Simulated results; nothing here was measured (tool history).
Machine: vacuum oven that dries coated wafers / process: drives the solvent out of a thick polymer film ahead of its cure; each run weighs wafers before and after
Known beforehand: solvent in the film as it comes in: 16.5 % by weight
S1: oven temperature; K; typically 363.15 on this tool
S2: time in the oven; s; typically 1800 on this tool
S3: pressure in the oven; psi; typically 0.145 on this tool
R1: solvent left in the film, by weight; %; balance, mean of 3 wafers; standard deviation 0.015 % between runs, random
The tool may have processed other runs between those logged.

| run | day | S1 | S2 | S3 | R1 |
|---|---|---|---|---|---|
| 1 | 0 | 363.15 | 1800 | 0.145 | 1.45 |
| 2 | 2.021 | 363.15 | 1800 | 0.145 | 1.43 |
| 3 | 5.783 | 366.15 | 1800 | 0.145 | 0.99 |
| 4 | 9.158 | 363.15 | 1800 | 0.364 | 2.05 |
| 5 | 11.583 | 363.15 | 1800 | 0.364 | 2.04 |
|  | 11.821 | vacuum gauge cleaned of residue and calibrated |
| 6 | 13.283 | 363.15 | 2280 | 0.145 | 1.18 |
| 7 | 15.254 | 350.15 | 2340 | 0.145 | 4.52 |
| 8 | 18.021 | 364.15 | 2940 | 0.381 | 1.57 |
| 9 | 21.042 | 363.15 | 2580 | 0.145 | 1 |
| 10 | 23.504 | 363.15 | 2580 | 0.145 | 1.05 |
| 11 | 27.388 | 363.15 | 2460 | 0.328 | 1.6 |

Each row is a separate what-if for the run after 11, all from the same tool condition, not one after another. Results?
| A | 30.104 | 358.15 | 1800 | 0.126 | ? |
| B | 30.104 | 357.15 | 1740 | 0.144 | ? |
| C | 30.104 | 363.15 | 2460 | 0.131 | ? |
| D | 30.104 | 363.15 | 2460 | 0.12 | ? |
| E | 30.104 | 350.15 | 2340 | 0.328 | ? |

| run | R1 |
|---|---|
| A | 2.67 |
| B | 3.17 |
| C | 1.04 |
| D | 0.99 |
| E | 5.21 |
What these runs would have given with no unlogged condition in the tool:
| run | R1 |
|---|---|
| A | 2.4 |
| B | 2.91 |
| C | 0.68 |
| D | 0.63 |
| E | 4.89 |

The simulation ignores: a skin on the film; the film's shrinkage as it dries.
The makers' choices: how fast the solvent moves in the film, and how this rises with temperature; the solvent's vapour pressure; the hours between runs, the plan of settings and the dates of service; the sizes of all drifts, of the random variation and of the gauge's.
